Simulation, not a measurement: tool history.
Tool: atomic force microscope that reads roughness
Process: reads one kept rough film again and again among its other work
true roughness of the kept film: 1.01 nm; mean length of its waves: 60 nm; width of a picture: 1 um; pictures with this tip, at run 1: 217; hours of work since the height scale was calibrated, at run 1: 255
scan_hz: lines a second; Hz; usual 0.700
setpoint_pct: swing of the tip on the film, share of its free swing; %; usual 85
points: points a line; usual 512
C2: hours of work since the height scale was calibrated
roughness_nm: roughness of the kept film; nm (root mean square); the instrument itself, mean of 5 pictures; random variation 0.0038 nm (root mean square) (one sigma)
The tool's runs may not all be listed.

Run 1, hour 0.0: usual settings; pictures with this tip 217; C2 255. Result: roughness_nm 0.942 nm (root mean square).
Run 2, hour 6.8: usual settings; pictures with this tip 225; C2 258. Result: roughness_nm 0.941 nm (root mean square).
Run 3, hour 16.8: usual settings; pictures with this tip 238; C2 262. Result: roughness_nm 0.938 nm (root mean square).
Run 4, hour 26.4: usual settings; pictures with this tip 249; C2 266. Result: roughness_nm 0.944 nm (root mean square).
Run 5, hour 41.4: usual settings; pictures with this tip 268; C2 272. Result: roughness_nm 0.932 nm (root mean square).
Run 6, hour 55.5: usual settings but scan_hz 1.957 Hz; pictures with this tip 285; C2 278. Result: roughness_nm 0.875 nm (root mean square).
Run 7, hour 69.3: usual settings but scan_hz 1.957 Hz; pictures with this tip 302; C2 284. Result: roughness_nm 0.871 nm (root mean square).
Run 8, hour 79.4: usual settings but scan_hz 1.957 Hz; pictures with this tip 314; C2 288. Result: roughness_nm 0.875 nm (root mean square).
Run 9, hour 94.1: usual settings but points 258; pictures with this tip 332; C2 294. Result: roughness_nm 0.927 nm (root mean square).
Run 10, hour 104.9: usual settings but points 258; pictures with this tip 346; C2 299. Result: roughness_nm 0.925 nm (root mean square).
Run 11, hour 114.7: usual settings but points 258; pictures with this tip 358; C2 303. Result: roughness_nm 0.927 nm (root mean square).
Run 12, hour 121.3: usual settings but setpoint_pct 64 %, points 258; pictures with this tip 366; C2 306. Result: roughness_nm 0.944 nm (root mean square).
Run 13, hour 130.7: usual settings but scan_hz 0.528 Hz; pictures with this tip 377; C2 309. Result: roughness_nm 0.944 nm (root mean square).
At hour 132.8: new tip fitted.
Run 14, hour 141.0: usual settings but scan_hz 0.528 Hz; pictures with this tip 10; C2 314. Result: roughness_nm 0.965 nm (root mean square).
Run 15, hour 153.7: usual settings but scan_hz 1.228 Hz; pictures with this tip 26; C2 319. Result: roughness_nm 0.929 nm (root mean square).
Run 16, hour 166.8: usual settings but points 389; pictures with this tip 42; C2 324. Result: roughness_nm 0.950 nm (root mean square).
Run 17, hour 173.7: usual settings but points 389; pictures with this tip 50; C2 327. Result: roughness_nm 0.960 nm (root mean square).
Run 18, hour 188.3: usual settings but points 389; pictures with this tip 68; C2 333. Result: roughness_nm 0.960 nm (root mean square).
Run 19, hour 203.6: usual settings; pictures with this tip 87; C2 340. Result: roughness_nm 0.955 nm (root mean square).
Run 20, hour 210.2: usual settings; pictures with this tip 95; C2 343. Result: roughness_nm 0.948 nm (root mean square).
Run 21, hour 221.5: usual settings but scan_hz 1.322 Hz; pictures with this tip 109; C2 347. Result: roughness_nm 0.925 nm (root mean square).
Run 22, hour 232.4: usual settings but scan_hz 1.322 Hz; pictures with this tip 122; C2 352. Result: roughness_nm 0.922 nm (root mean square).
Run 23, hour 244.0: usual settings; pictures with this tip 136; C2 357. Result: roughness_nm 0.954 nm (root mean square).
Run 24, hour 250.7: usual settings but points 271; pictures with this tip 145; C2 359. Result: roughness_nm 0.948 nm (root mean square).
Run 25, hour 265.4: usual settings but points 271; pictures with this tip 163; C2 366. Result: roughness_nm 0.936 nm (root mean square).
Run 26, hour 273.2: usual settings; pictures with this tip 172; C2 369. Result: roughness_nm 0.948 nm (root mean square).

The next listed run, before its measurement:
Run 27, hour 282.5: usual settings but scan_hz 0.981 Hz, setpoint_pct 75 %, points 946; pictures with this tip 184; C2 373. Result: roughness_nm ?.

Run 27 gave roughness_nm 0.949 nm (root mean square).
Without the tool's hidden state the same run would have given roughness_nm 0.962 nm (root mean square).
